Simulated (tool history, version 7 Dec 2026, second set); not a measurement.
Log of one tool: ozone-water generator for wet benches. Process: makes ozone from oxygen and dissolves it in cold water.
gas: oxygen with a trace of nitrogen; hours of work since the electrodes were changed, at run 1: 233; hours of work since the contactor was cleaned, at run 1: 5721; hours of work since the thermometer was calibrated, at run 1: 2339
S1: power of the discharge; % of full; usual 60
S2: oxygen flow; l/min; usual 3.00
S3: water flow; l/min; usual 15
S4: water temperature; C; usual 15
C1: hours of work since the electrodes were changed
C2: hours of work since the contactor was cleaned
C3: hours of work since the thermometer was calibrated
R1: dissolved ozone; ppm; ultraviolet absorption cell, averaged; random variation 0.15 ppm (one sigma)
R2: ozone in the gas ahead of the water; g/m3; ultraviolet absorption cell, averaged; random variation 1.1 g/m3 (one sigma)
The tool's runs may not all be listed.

{"run": 1, "hour": 0.0, "S1": 60, "S2": 3.0, "S3": 15, "S4": 15, "C1": 233, "C2": 5721, "C3": 2339, "R1": 17.3, "R2": 194.7}
{"run": 2, "hour": 30.4, "S1": 60, "S2": 3.0, "S3": 15, "S4": 15, "C1": 261, "C2": 5749, "C3": 2367, "R1": 17.4, "R2": 197.4}
{"run": 3, "hour": 59.8, "S1": 60, "S2": 3.14, "S3": 15, "S4": 15, "C1": 288, "C2": 5776, "C3": 2394, "R1": 17.6, "R2": 191.7}
{"run": 4, "hour": 85.9, "S1": 60, "S2": 3.0, "S3": 15, "S4": 15, "C1": 312, "C2": 5800, "C3": 2417, "R1": 17.7, "R2": 195.3}
{"run": 5, "hour": 119.9, "S1": 60, "S2": 3.0, "S3": 15, "S4": 15, "C1": 343, "C2": 5831, "C3": 2449, "R1": 17.5, "R2": 195.3}
{"run": 6, "hour": 150.1, "S1": 60, "S2": 3.0, "S3": 15, "S4": 15, "C1": 370, "C2": 5859, "C3": 2476, "R1": 17.4, "R2": 196.5}
{"run": 7, "hour": 199.4, "S1": 60, "S2": 3.0, "S3": 9, "S4": 15, "C1": 416, "C2": 5904, "C3": 2521, "R1": 27.0, "R2": 195.7}
{"run": 8, "hour": 230.0, "S1": 60, "S2": 5.21, "S3": 15, "S4": 15, "C1": 444, "C2": 5932, "C3": 2550, "R1": 17.9, "R2": 144.7}
{"run": 9, "hour": 277.5, "S1": 60, "S2": 3.0, "S3": 15, "S4": 14, "C1": 487, "C2": 5975, "C3": 2593, "R1": 17.7, "R2": 196.7}
{"run": 10, "hour": 301.0, "S1": 60, "S2": 2.22, "S3": 15, "S4": 14, "C1": 509, "C2": 5997, "C3": 2615, "R1": 16.8, "R2": 229.8}
{"run": 11, "hour": 331.3, "S1": 60, "S2": 2.22, "S3": 15, "S4": 14, "C1": 536, "C2": 6025, "C3": 2642, "R1": 16.7, "R2": 229.6}
{"run": 12, "hour": 370.0, "S1": 60, "S2": 2.22, "S3": 15, "S4": 14, "C1": 572, "C2": 6060, "C3": 2678, "R1": 16.7, "R2": 228.8}
{"run": 13, "hour": 391.8, "S1": 60, "S2": 3.0, "S3": 15, "S4": 15, "C1": 592, "C2": 6080, "C3": 2698, "R1": 17.4, "R2": 195.5}
{"run": 14, "hour": 421.2, "S1": 60, "S2": 3.0, "S3": 15, "S4": 15, "C1": 619, "C2": 6107, "C3": 2725, "R1": 17.2, "R2": 195.9}
{"run": 15, "hour": 469.2, "S1": 60, "S2": 1.58, "S3": 15, "S4": 15, "C1": 663, "C2": 6151, "C3": 2769, "R1": 15.4, "R2": 275.5}
{"run": 16, "hour": 514.5, "S1": 60, "S2": 3.31, "S3": 15, "S4": 15, "C1": 704, "C2": 6192, "C3": 2810, "R1": 17.4, "R2": 182.9}
{"run": 17, "hour": 561.3, "S1": 60, "S2": 3.31, "S3": 15, "S4": 15, "C1": 747, "C2": 6235, "C3": 2853, "R1": 17.3, "R2": 183.9}
{"run": 18, "hour": 587.1, "S1": 60, "S2": 3.31, "S3": 15, "S4": 15, "C1": 771, "C2": 6259, "C3": 2877, "R1": 17.0, "R2": 183.5}
{"run": 19, "hour": 619.1, "S1": 60, "S2": 3.0, "S3": 9, "S4": 15, "C1": 800, "C2": 6288, "C3": 2906, "R1": 26.7, "R2": 195.6}
{"run": 20, "hour": 664.3, "S1": 60, "S2": 3.0, "S3": 9, "S4": 15, "C1": 842, "C2": 6330, "C3": 2948, "R1": 26.7, "R2": 194.3}
{"run": 21, "hour": 705.8, "S1": 60, "S2": 3.88, "S3": 16, "S4": 15, "C1": 880, "C2": 6368, "C3": 2986, "R1": 16.6, "R2": 169.4}
{"run": 22, "hour": 734.0, "S1": 66, "S2": 4.0, "S3": 18, "S4": 14, "C1": 906, "C2": 6394, "C3": 3011, "R1": 15.9, "R2": 178.7}
{"run": 23, "hour": 776.7, "S1": 61, "S2": 3.52, "S3": 20, "S4": 15, "C1": 945, "C2": 6433, "C3": 3051, "R1": 13.3, "R2": 181.1}
{"run": 24, "hour": 824.4, "S1": 61, "S2": 3.52, "S3": 20, "S4": 15, "C1": 988, "C2": 6477, "C3": 3094, "R1": 13.4, "R2": 179.7}
{"run": 25, "hour": 850.3, "S1": 44, "S2": 3.52, "S3": 12, "S4": 15, "C1": 1012, "C2": 6500, "C3": 3118, "R1": 16.9, "R2": 143.2}
{"run": 26, "hour": 873.8, "S1": 60, "S2": 2.7, "S3": 15, "S4": 20, "C1": 1034, "C2": 6522, "C3": 3140, "R1": 15.7, "R2": 206.8}

Forecast each of these 5 alternatives for the next run:
{"run": "A", "hour": 915.3, "S1": 60, "S2": 3.0, "S3": 15, "S4": 10, "C1": 1072, "C2": 6560, "C3": 3178, "R1": "?", "R2": "?"}
{"run": "B", "hour": 915.3, "S1": 70, "S2": 3.0, "S3": 15, "S4": 9, "C1": 1072, "C2": 6560, "C3": 3178, "R1": "?", "R2": "?"}
{"run": "C", "hour": 915.3, "S1": 60, "S2": 2.7, "S3": 13, "S4": 19, "C1": 1072, "C2": 6560, "C3": 3178, "R1": "?", "R2": "?"}
{"run": "D", "hour": 915.3, "S1": 60, "S2": 2.7, "S3": 19, "S4": 20, "C1": 1072, "C2": 6560, "C3": 3178, "R1": "?", "R2": "?"}
{"run": "E", "hour": 915.3, "S1": 60, "S2": 1.56, "S3": 11, "S4": 15, "C1": 1072, "C2": 6560, "C3": 3178, "R1": "?", "R2": "?"}

run=A R1=18.3 R2=193.7
run=B R1=20.2 R2=217.3
run=C R1=18.8 R2=205.5
run=D R1=12.7 R2=203.6
run=E R1=21.1 R2=274.6
Without the tool's hidden state the same runs would have given:
run=A R1=19.8 R2=197.1
run=B R1=22.0 R2=221.6
run=C R1=20.3 R2=209.1
run=D R1=13.8 R2=207.2
run=E R1=22.7 R2=279.4

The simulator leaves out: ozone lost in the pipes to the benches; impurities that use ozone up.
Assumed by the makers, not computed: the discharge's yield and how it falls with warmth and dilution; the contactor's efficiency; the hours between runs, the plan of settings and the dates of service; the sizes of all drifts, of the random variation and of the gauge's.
